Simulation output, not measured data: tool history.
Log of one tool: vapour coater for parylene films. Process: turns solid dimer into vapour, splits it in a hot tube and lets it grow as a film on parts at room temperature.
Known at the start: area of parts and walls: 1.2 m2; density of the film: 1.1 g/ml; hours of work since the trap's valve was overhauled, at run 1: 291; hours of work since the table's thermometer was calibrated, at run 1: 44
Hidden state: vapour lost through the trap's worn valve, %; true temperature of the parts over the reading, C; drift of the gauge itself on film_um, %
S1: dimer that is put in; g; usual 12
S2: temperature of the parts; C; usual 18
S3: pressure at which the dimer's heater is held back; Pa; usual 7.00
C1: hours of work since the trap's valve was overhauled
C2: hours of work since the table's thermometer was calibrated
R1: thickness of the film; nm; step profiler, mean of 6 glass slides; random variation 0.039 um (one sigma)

run,hour,S1,S2,S3,C1,C2,R1
1,0.0,12,18,7.00,291,44,5490
2,69.7,7,18,7.00,336,89,3200
3,128.5,12,18,7.00,373,127,5460
4,192.2,12,18,7.00,414,167,5490
5,233.8,12,18,7.00,441,194,5430
6,269.5,12,18,2.70,464,217,6750
7,320.6,12,18,2.70,496,250,6750
8,360.0,12,18,2.70,522,275,6710
9,432.8,12,18,7.00,568,321,5480
10,476.2,12,12,7.00,596,349,5980
# hour 490.6: trap's valve overhauled
11,514.2,12,18,7.00,15,371,5520
12,576.1,12,18,7.00,55,411,5490
13,641.5,12,18,7.00,97,452,5450
14,701.7,22,18,7.00,135,491,9970
15,759.0,22,18,7.00,172,528,10060
16,804.1,12,18,2.76,201,557,6690
17,854.4,12,18,2.76,233,589,6780
18,909.3,12,28,7.00,268,624,4640
19,938.6,12,28,7.00,287,643,4610
20,976.5,12,28,7.00,311,667,4650
21,1032.9,12,28,7.00,347,703,4680
22,1082.6,12,28,7.00,379,735,4680
23,1123.8,12,28,7.00,405,761,4560
24,1193.4,8,18,7.00,450,806,3630
25,1262.1,8,14,9.40,494,850,3660
26,1307.0,17,25,10.08,523,879,6390
27,1354.3,17,25,10.08,553,909,6350
28,1405.8,17,25,10.08,586,942,6400
# hour 1434.2: trap's valve overhauled
29,1473.5,13,16,5.12,25,983,6680
30,1507.9,19,14,2.05,47,1005,12120
31,1579.9,19,14,5.16,93,1051,9990
32,1630.0,19,14,5.16,125,1083,9900
33,1678.6,19,25,3.67,156,1114,8800
34,1741.2,7,18,5.96,197,1154,3300
35,1790.2,7,18,5.96,228,1185,3360
36,1860.8,7,13,2.97,273,1231,4210
37,1900.3,13,18,2.70,298,1256,7370
38,1939.2,13,18,2.70,323,1281,7340
39,2004.7,6,28,2.70,365,1323,2830
40,2045.1,13,11,5.92,391,1349,7030
41,2096.5,12,11,7.31,424,1382,6130
42,2159.9,6,20,7.25,465,1422,2660
43,2191.9,6,20,7.25,485,1443,2650

Forecast each of these 5 alternatives for the next run:
A,2240.9,6,20,2.14,517,1474,?
B,2240.9,6,13,7.25,517,1474,?
C,2240.9,12,29,7.00,517,1474,?
D,2240.9,12,26,7.00,517,1474,?
E,2240.9,12,22,7.00,517,1474,?

run,R1
A,3450
B,3000
C,4510
D,4770
E,5080
Without the tool's hidden state the same runs would have given:
run,R1
A,3460
B,3010
C,4530
D,4790
E,5100

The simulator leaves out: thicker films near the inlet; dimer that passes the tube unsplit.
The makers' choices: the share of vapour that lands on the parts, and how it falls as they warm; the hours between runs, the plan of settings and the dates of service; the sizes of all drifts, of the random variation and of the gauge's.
